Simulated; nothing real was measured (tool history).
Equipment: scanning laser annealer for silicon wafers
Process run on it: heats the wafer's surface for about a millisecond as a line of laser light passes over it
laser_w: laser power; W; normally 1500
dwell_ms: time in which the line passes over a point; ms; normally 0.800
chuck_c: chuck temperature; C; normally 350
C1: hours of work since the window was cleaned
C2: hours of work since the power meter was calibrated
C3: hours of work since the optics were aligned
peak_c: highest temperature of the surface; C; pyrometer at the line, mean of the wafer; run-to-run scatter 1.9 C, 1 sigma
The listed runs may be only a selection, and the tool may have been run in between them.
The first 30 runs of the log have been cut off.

run 31 hour=1685.8 | laser_w=1533 dwell_ms=0.923 chuck_c=350 | C1=75 C2=78 C3=1001 | peak_c=1187
run 32 hour=1751.0 | laser_w=1406 dwell_ms=0.923 chuck_c=367 | C1=102 C2=105 C3=1027 | peak_c=1127
run 33 hour=1816.2 | laser_w=1406 dwell_ms=0.923 chuck_c=367 | C1=128 C2=131 C3=1054 | peak_c=1129
run 34 hour=1877.2 | laser_w=1453 dwell_ms=0.800 chuck_c=370 | C1=153 C2=156 C3=1078 | peak_c=1099
run 35 hour=1939.6 | laser_w=1500 dwell_ms=0.707 chuck_c=350 | C1=178 C2=181 C3=1104 | peak_c=1050
run 36 hour=2005.2 | laser_w=1500 dwell_ms=0.668 chuck_c=350 | C1=204 C2=207 C3=1130 | peak_c=1025
run 37 hour=2085.4 | laser_w=1308 dwell_ms=0.956 chuck_c=373 | C1=237 C2=240 C3=1163 | peak_c=1095
run 38 hour=2123.1 | laser_w=1308 dwell_ms=0.956 chuck_c=373 | C1=252 C2=255 C3=1178 | peak_c=1094
run 39 hour=2171.2 | laser_w=1634 dwell_ms=0.753 chuck_c=329 | C1=272 C2=275 C3=1197 | peak_c=1117
run 40 hour=2220.3 | laser_w=1561 dwell_ms=0.816 chuck_c=324 | C1=291 C2=294 C3=1217 | peak_c=1111
run 41 hour=2290.7 | laser_w=1561 dwell_ms=0.816 chuck_c=328 | C1=320 C2=323 C3=1246 | peak_c=1116

Below are 3 alternative next runs, each starting from the tool's condition after run 41. Predict each:
run A hour=2341.6 | laser_w=1525 dwell_ms=0.800 chuck_c=345 | C1=341 C2=343 C3=1266 | peak_c=?
run B hour=2341.6 | laser_w=1561 dwell_ms=0.603 chuck_c=362 | C1=341 C2=343 C3=1266 | peak_c=?
run C hour=2341.6 | laser_w=1415 dwell_ms=0.589 chuck_c=350 | C1=341 C2=343 C3=1266 | peak_c=?

run=A peak_c=1101
run=B peak_c=1025
run=C peak_c=940
With the hidden condition removed and each run's random variation left untouched, the same runs would have given:
run=A peak_c=1115
run=B peak_c=1037
run=C peak_c=951
